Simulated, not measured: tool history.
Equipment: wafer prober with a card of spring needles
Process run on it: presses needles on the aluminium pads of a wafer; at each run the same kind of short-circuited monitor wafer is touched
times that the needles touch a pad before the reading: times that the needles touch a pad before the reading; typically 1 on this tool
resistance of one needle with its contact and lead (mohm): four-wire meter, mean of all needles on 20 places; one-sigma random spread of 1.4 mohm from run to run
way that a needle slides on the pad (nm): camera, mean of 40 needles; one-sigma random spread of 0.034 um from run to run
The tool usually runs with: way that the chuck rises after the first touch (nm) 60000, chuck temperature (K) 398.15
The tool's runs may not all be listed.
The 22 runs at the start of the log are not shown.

run,hour,way that the chuck rises after the first touch (nm),chuck temperature (K),times that the needles touch a pad before the reading,touches since the tips were cleaned,cleanings since the card got new needles,touches since the first contact's height was set,resistance of one needle with its contact and lead (mohm),way that a needle slides on the pad (nm)
# hour 680.7: tips cleaned on abrasive film
23,696.0,73000,300.15,1,2656,90,45678,114,9520
# hour 698.6: tips cleaned on abrasive film
# hour 717.6: tips cleaned on abrasive film
24,717.6,53000,300.15,2,0,92,49412,119,6940
# hour 734.2: tips cleaned on abrasive film
25,739.8,78000,303.15,2,973,93,53271,118,10160
# hour 753.8: tips cleaned on abrasive film
# hour 770.0: tips cleaned on abrasive film
26,770.0,43000,303.15,1,0,95,58509,118,5620
# hour 786.5: tips cleaned on abrasive film
27,788.1,60000,303.15,1,277,96,61644,116,7880
# hour 792.2: height of the first contact set anew
# hour 805.2: tips cleaned on abrasive film
# hour 822.6: tips cleaned on abrasive film
28,822.6,60000,303.15,1,0,98,5262,116,7820
# hour 840.7: tips cleaned on abrasive film
# hour 859.4: tips cleaned on abrasive film
29,865.8,58000,346.15,1,1119,100,12759,124,7580
# hour 878.0: tips cleaned on abrasive film
# hour 894.1: tips cleaned on abrasive film
30,906.8,58000,378.15,2,2226,102,19886,128,7600
# hour 912.0: tips cleaned on abrasive film
# hour 928.1: tips cleaned on abrasive film
31,931.0,60000,362.15,1,493,104,24058,121,7870

What if the next run were any one of these 3? Each begins from the tool's condition after run 31:
# hour 947.6: tips cleaned on abrasive film
# hour 964.1: tips cleaned on abrasive film
A,971.6,78000,362.15,1,1308,106,31103,?,?
# hour 947.6: tips cleaned on abrasive film
# hour 964.1: tips cleaned on abrasive film
B,971.6,60000,317.15,1,1308,106,31103,?,?
# hour 947.6: tips cleaned on abrasive film
# hour 964.1: tips cleaned on abrasive film
C,971.6,46000,310.15,2,1308,106,31103,?,?

run,resistance of one needle with its contact and lead (mohm),way that a needle slides on the pad (nm)
A,124,10190
B,119,7760
C,118,6040
Without the tool's unlogged condition, the same runs would have read:
run,resistance of one needle with its contact and lead (mohm),way that a needle slides on the pad (nm)
A,124,10200
B,119,7770
C,117,6040

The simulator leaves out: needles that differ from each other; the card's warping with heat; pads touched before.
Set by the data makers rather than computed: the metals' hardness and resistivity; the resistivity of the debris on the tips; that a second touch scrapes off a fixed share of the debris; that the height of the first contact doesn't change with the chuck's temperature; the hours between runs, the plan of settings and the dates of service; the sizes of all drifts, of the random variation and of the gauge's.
